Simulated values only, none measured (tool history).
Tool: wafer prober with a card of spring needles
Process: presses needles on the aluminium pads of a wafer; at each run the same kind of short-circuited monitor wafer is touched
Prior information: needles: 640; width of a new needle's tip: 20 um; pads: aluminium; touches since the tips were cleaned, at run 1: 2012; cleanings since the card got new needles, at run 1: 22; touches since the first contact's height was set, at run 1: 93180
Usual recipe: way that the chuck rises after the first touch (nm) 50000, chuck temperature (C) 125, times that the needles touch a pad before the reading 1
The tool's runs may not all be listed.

run	day	way that the chuck rises after the first touch (nm)	chuck temperature (C)	times that the needles touch a pad before the reading	touches since the tips were cleaned	cleanings since the card got new needles	touches since the first contact's height was set	resistance of one needle with its contact and lead (mohm)	way that a needle slides on the pad (nm)
1	0.000	50000	125	1	2012	22	93180	379	6420
# day 0.271: tips cleaned on abrasive film
2	0.525	50000	125	1	1481	23	96229	564	6230
# day 0.900: tips cleaned on abrasive film
3	1.275	50000	125	1	2207	24	100590	417	6230
# day 1.508: tips cleaned on abrasive film
4	1.983	31000	125	1	2774	25	104688	826	3600
# day 2.142: tips cleaned on abrasive film
# day 2.762: tips cleaned on abrasive film
5	2.800	31000	125	1	229	27	109430	349	3580
# day 3.362: tips cleaned on abrasive film
6	3.362	33000	125	1	0	28	112690	298	3930
# day 3.975: tips cleaned on abrasive film
# day 4.125: tips cleaned on abrasive film, once more
7	4.233	50000	125	1	644	30	117733	294	6100
# day 4.725: tips cleaned on abrasive film
8	4.771	50000	125	1	271	31	120841	266	6190
# day 5.325: tips cleaned on abrasive film
9	5.375	50000	125	1	276	32	124340	273	6170
# day 5.988: tips cleaned on abrasive film
10	5.988	50000	125	1	0	33	127910	245	6150
11	6.508	50000	125	1	3042	33	130952	470	6020
# day 6.592: tips cleaned on abrasive film
# day 7.254: tips cleaned on abrasive film
12	7.388	50000	125	1	773	35	136044	317	6110
# day 7.862: tips cleaned on abrasive film
13	8.067	50000	125	3	1188	36	139981	273	6090
# day 8.467: tips cleaned on abrasive film
14	8.696	50000	125	1	1349	37	143646	356	6090
# day 9.071: tips cleaned on abrasive film
15	9.079	50000	125	1	43	38	145848	264	6120
# day 9.717: tips cleaned on abrasive film
16	9.842	50000	125	2	735	39	150294	282	5970
# day 10.346: tips cleaned on abrasive film
# day 10.462: height of the first contact set anew
17	10.729	61000	51	1	2149	40	1547	326	8100
# day 11.021: tips cleaned on abrasive film
18	11.229	61000	51	1	1231	41	4463	289	8130
# day 11.658: tips cleaned on abrasive film
19	11.938	44000	114	3	1621	42	8568	289	5680
# day 12.325: tips cleaned on abrasive film
20	12.446	50000	59	1	695	43	11504	304	6700
21	12.904	50000	59	1	3373	43	14182	457	6580
# day 12.988: tips cleaned on abrasive film
22	13.442	53000	59	1	2670	44	17320	399	6950
# day 13.633: tips cleaned on abrasive film
# day 14.254: tips cleaned on abrasive film
23	14.254	53000	59	1	0	46	21999	230	7040
# day 14.862: tips cleaned on abrasive film
24	15.112	61000	36	1	1456	47	27009	295	8050
# day 15.492: tips cleaned on abrasive film
25	15.529	61000	36	1	222	48	29408	228	7900
# day 16.092: tips cleaned on abrasive film
26	16.346	35000	96	1	1488	49	34160	507	4450
# day 16.717: tips cleaned on abrasive film
27	16.938	35000	96	1	1293	50	37587	511	4500
# day 17.333: tips cleaned on abrasive film
28	17.529	57000	109	2	1133	51	41025	276	7420
# day 17.971: tips cleaned on abrasive film
29	18.329	57000	109	2	2106	52	45684	301	7360
# day 18.629: tips cleaned on abrasive film
30	19.012	61000	42	2	2235	53	49648	289	7940
# day 19.271: tips cleaned on abrasive film
31	19.642	45000	50	2	2183	54	53311	367	5750
# day 19.900: tips cleaned on abrasive film
32	20.021	46000	50	2	707	55	55507	290	5940

Hidden state at the last listed run before each entry between runs and at the first one after, where it differs:
Run 1 -> run 2: tips cleaned on abrasive film (day 0.271)
  debris on the tips, nm: 73.9 -> 148.7; way that the needles fall short of the set height, um: 2.46 -> 3.13; tips' diameter, um: 20.86 -> 21.07
  difference, measured minus the result without the unlogged condition, resistance of one needle with its contact and lead (mohm): +158 -> +337; way that a needle slides on the pad (nm): -330 -> -420
Run 2 -> run 3: tips cleaned on abrasive film (day 0.900)
  debris on the tips, nm: 148.7 -> 84; way that the needles fall short of the set height, um: 3.13 -> 3.24; tips' diameter, um: 21.07 -> 21.11
  difference, measured minus the result without the unlogged condition, resistance of one needle with its contact and lead (mohm): +337 -> +192; way that a needle slides on the pad (nm): -420 -> -430
Run 3 -> run 4: tips cleaned on abrasive film (day 1.508)
  debris on the tips, nm: 84 -> 94.1; way that the needles fall short of the set height, um: 3.24 -> 3.36; tips' diameter, um: 21.11 -> 21.15
  difference, measured minus the result without the unlogged condition, resistance of one needle with its contact and lead (mohm): +192 -> +583; way that a needle slides on the pad (nm): -430 -> -450
Run 4 -> run 5: tips cleaned on abrasive film (day 2.142); tips cleaned on abrasive film (day 2.762)
  debris on the tips, nm: 94.1 -> 15.8; way that the needles fall short of the set height, um: 3.36 -> 3.57; tips' diameter, um: 21.15 -> 21.22
  difference, measured minus the result without the unlogged condition, resistance of one needle with its contact and lead (mohm): +583 -> +107; way that a needle slides on the pad (nm): -450 -> -470
Run 5 -> run 6: tips cleaned on abrasive film (day 3.362)
  debris on the tips, nm: 15.8 -> 9.1; way that the needles fall short of the set height, um: 3.57 -> 3.66; tips' diameter, um: 21.22 -> 21.25
  difference, measured minus the result without the unlogged condition, resistance of one needle with its contact and lead (mohm): +107 -> +58; way that a needle slides on the pad (nm): -470 -> -480
Run 6 -> run 7: tips cleaned on abrasive film (day 3.975); tips cleaned on abrasive film, once more (day 4.125)
  debris on the tips, nm: 9.1 -> 26.1; way that the needles fall short of the set height, um: 3.66 -> 3.86; tips' diameter, um: 21.25 -> 21.32
  difference, measured minus the result without the unlogged condition, resistance of one needle with its contact and lead (mohm): +58 -> +65; way that a needle slides on the pad (nm): -480 -> -510
Run 7 -> run 8: tips cleaned on abrasive film (day 4.725)
  debris on the tips, nm: 26.1 -> 15.8; way that the needles fall short of the set height, um: 3.86 -> 3.98; tips' diameter, um: 21.32 -> 21.37
  difference, measured minus the result without the unlogged condition, resistance of one needle with its contact and lead (mohm): +65 -> +42; way that a needle slides on the pad (nm): -510 -> -540
Run 8 -> run 9: tips cleaned on abrasive film (day 5.325)
  debris on the tips, nm: 15.8 -> 18.8; way that the needles fall short of the set height, um: 3.98 -> 4.11; tips' diameter, um: 21.37 -> 21.41
  difference, measured minus the result without the unlogged condition, resistance of one needle with its contact and lead (mohm): +42 -> +49; way that a needle slides on the pad (nm): -540 -> -550
Run 9 -> run 10: tips cleaned on abrasive film (day 5.988)
  debris on the tips, nm: 18.8 -> 6.6; way that the needles fall short of the set height, um: 4.11 -> 4.23; tips' diameter, um: 21.41 -> 21.45
  difference, measured minus the result without the unlogged condition, resistance of one needle with its contact and lead (mohm): +49 -> +20; way that a needle slides on the pad (nm): -550 -> -560
Run 11 -> run 12: tips cleaned on abrasive film (day 6.592); tips cleaned on abrasive film (day 7.254)
  debris on the tips, nm: 98.6 -> 36.5; way that the needles fall short of the set height, um: 4.23 -> 4.48; tips' diameter, um: 21.45 -> 21.54
  difference, measured minus the result without the unlogged condition, resistance of one needle with its contact and lead (mohm): +243 -> +93; way that a needle slides on the pad (nm): -560 -> -600
Run 12 -> run 13: tips cleaned on abrasive film (day 7.862)
  debris on the tips, nm: 36.5 -> 48.5; way that the needles fall short of the set height, um: 4.48 -> 4.58; tips' diameter, um: 21.54 -> 21.58
  difference, measured minus the result without the unlogged condition, resistance of one needle with its contact and lead (mohm): +93 -> +48; way that a needle slides on the pad (nm): -600 -> -610
Run 13 -> run 14: tips cleaned on abrasive film (day 8.467)
  debris on the tips, nm: 48.5 -> 52.1; way that the needles fall short of the set height, um: 4.58 -> 4.71; tips' diameter, um: 21.58 -> 21.62
  difference, measured minus the result without the unlogged condition, resistance of one needle with its contact and lead (mohm): +48 -> +133; way that a needle slides on the pad (nm): -610 -> -620
Run 14 -> run 15: tips cleaned on abrasive film (day 9.071)
  debris on the tips, nm: 52.1 -> 14; way that the needles fall short of the set height, um: 4.71 -> 4.83; tips' diameter, um: 21.62 -> 21.66
  difference, measured minus the result without the unlogged condition, resistance of one needle with its contact and lead (mohm): +133 -> +40; way that a needle slides on the pad (nm): -620 -> -650
Run 15 -> run 16: tips cleaned on abrasive film (day 9.717)
  debris on the tips, nm: 14 -> 35.6; way that the needles fall short of the set height, um: 4.83 -> 4.97; tips' diameter, um: 21.66 -> 21.71
  difference, measured minus the result without the unlogged condition, resistance of one needle with its contact and lead (mohm): +40 -> +59; way that a needle slides on the pad (nm): -650 -> -660
Run 16 -> run 17: tips cleaned on abrasive film (day 10.346); height of the first contact set anew (day 10.462)
  debris on the tips, nm: 35.6 -> 77.3; way that the needles fall short of the set height, um: 4.97 -> 0; tips' diameter, um: 21.71 -> 21.74
  difference, measured minus the result without the unlogged condition, resistance of one needle with its contact and lead (mohm): +59 -> +125; way that a needle slides on the pad (nm): -660 -> +0
Run 17 -> run 18: tips cleaned on abrasive film (day 11.021)
  debris on the tips, nm: 77.3 -> 51.7; way that the needles fall short of the set height, um: 0 -> 0.14; tips' diameter, um: 21.74 -> 21.79
  difference, measured minus the result without the unlogged condition, resistance of one needle with its contact and lead (mohm): +125 -> +86; way that a needle slides on the pad (nm): +0 -> -10
Run 18 -> run 19: tips cleaned on abrasive film (day 11.658)
  debris on the tips, nm: 51.7 -> 61; way that the needles fall short of the set height, um: 0.14 -> 0.23; tips' diameter, um: 21.79 -> 21.82
  difference, measured minus the result without the unlogged condition, resistance of one needle with its contact and lead (mohm): +86 -> +63; way that a needle slides on the pad (nm): -10 -> -30
Run 19 -> run 20: tips cleaned on abrasive film (day 12.325)
  debris on the tips, nm: 61 -> 39.9; way that the needles fall short of the set height, um: 0.23 -> 0.34; tips' diameter, um: 21.82 -> 21.86
  difference, measured minus the result without the unlogged condition, resistance of one needle with its contact and lead (mohm): +63 -> +96; way that a needle slides on the pad (nm): -30 -> -50
Run 21 -> run 22: tips cleaned on abrasive film (day 12.988)
  debris on the tips, nm: 103.7 -> 88.4; way that the needles fall short of the set height, um: 0.34 -> 0.44; tips' diameter, um: 21.86 -> 21.89
  difference, measured minus the result without the unlogged condition, resistance of one needle with its contact and lead (mohm): +248 -> +191; way that a needle slides on the pad (nm): -50 -> -50
Run 22 -> run 23: tips cleaned on abrasive film (day 13.633); tips cleaned on abrasive film (day 14.254)
  debris on the tips, nm: 88.4 -> 11.1; way that the needles fall short of the set height, um: 0.44 -> 0.71; tips' diameter, um: 21.89 -> 21.99
  difference, measured minus the result without the unlogged condition, resistance of one needle with its contact and lead (mohm): +191 -> +26; way that a needle slides on the pad (nm): -50 -> -100
Run 23 -> run 24: tips cleaned on abrasive film (day 14.862)
  debris on the tips, nm: 11.1 -> 54.5; way that the needles fall short of the set height, um: 0.71 -> 0.83; tips' diameter, um: 21.99 -> 22.03
  difference, measured minus the result without the unlogged condition, resistance of one needle with its contact and lead (mohm): +26 -> +96; way that a needle slides on the pad (nm): -100 -> -110
Run 24 -> run 25: tips cleaned on abrasive film (day 15.492)
  debris on the tips, nm: 54.5 -> 16.9; way that the needles fall short of the set height, um: 0.83 -> 0.93; tips' diameter, um: 22.03 -> 22.07
  difference, measured minus the result without the unlogged condition, resistance of one needle with its contact and lead (mohm): +96 -> +32; way that a needle slides on the pad (nm): -110 -> -120
Run 25 -> run 26: tips cleaned on abrasive film (day 16.092)
  debris on the tips, nm: 16.9 -> 56.4; way that the needles fall short of the set height, um: 0.93 -> 1.06; tips' diameter, um: 22.07 -> 22.11
  difference, measured minus the result without the unlogged condition, resistance of one needle with its contact and lead (mohm): +32 -> +274; way that a needle slides on the pad (nm): -120 -> -140
Run 26 -> run 27: tips cleaned on abrasive film (day 16.717)
  debris on the tips, nm: 56.4 -> 58.1; way that the needles fall short of the set height, um: 1.06 -> 1.16; tips' diameter, um: 22.11 -> 22.15
  difference, measured minus the result without the unlogged condition, resistance of one needle with its contact and lead (mohm): +274 -> +281; way that a needle slides on the pad (nm): -140 -> -150
Run 27 -> run 28: tips cleaned on abrasive film (day 17.333)
  debris on the tips, nm: 58.1 -> 54.6; way that the needles fall short of the set height, um: 1.16 -> 1.25; tips' diameter, um: 22.15 -> 22.18
  difference, measured minus the result without the unlogged condition, resistance of one needle with its contact and lead (mohm): +281 -> +61; way that a needle slides on the pad (nm): -150 -> -170
Run 28 -> run 29: tips cleaned on abrasive film (day 17.971)
  debris on the tips, nm: 54.6 -> 73.4; way that the needles fall short of the set height, um: 1.25 -> 1.36; tips' diameter, um: 22.18 -> 22.22
  difference, measured minus the result without the unlogged condition, resistance of one needle with its contact and lead (mohm): +61 -> +83; way that a needle slides on the pad (nm): -170 -> -180
Run 29 -> run 30: tips cleaned on abrasive film (day 18.629)
  debris on the tips, nm: 73.4 -> 82.1; way that the needles fall short of the set height, um: 1.36 -> 1.48; tips' diameter, um: 22.22 -> 22.26
  difference, measured minus the result without the unlogged condition, resistance of one needle with its contact and lead (mohm): +83 -> +90; way that a needle slides on the pad (nm): -180 -> -190
Run 30 -> run 31: tips cleaned on abrasive film (day 19.271)
  debris on the tips, nm: 82.1 -> 79.5; way that the needles fall short of the set height, um: 1.48 -> 1.6; tips' diameter, um: 22.26 -> 22.3
  difference, measured minus the result without the unlogged condition, resistance of one needle with its contact and lead (mohm): +90 -> +158; way that a needle slides on the pad (nm): -190 -> -210
Run 31 -> run 32: tips cleaned on abrasive film (day 19.900)
  debris on the tips, nm: 79.5 -> 38.8; way that the needles fall short of the set height, um: 1.6 -> 1.73; tips' diameter, um: 22.3 -> 22.34
  difference, measured minus the result without the unlogged condition, resistance of one needle with its contact and lead (mohm): +158 -> +77; way that a needle slides on the pad (nm): -210 -> -230
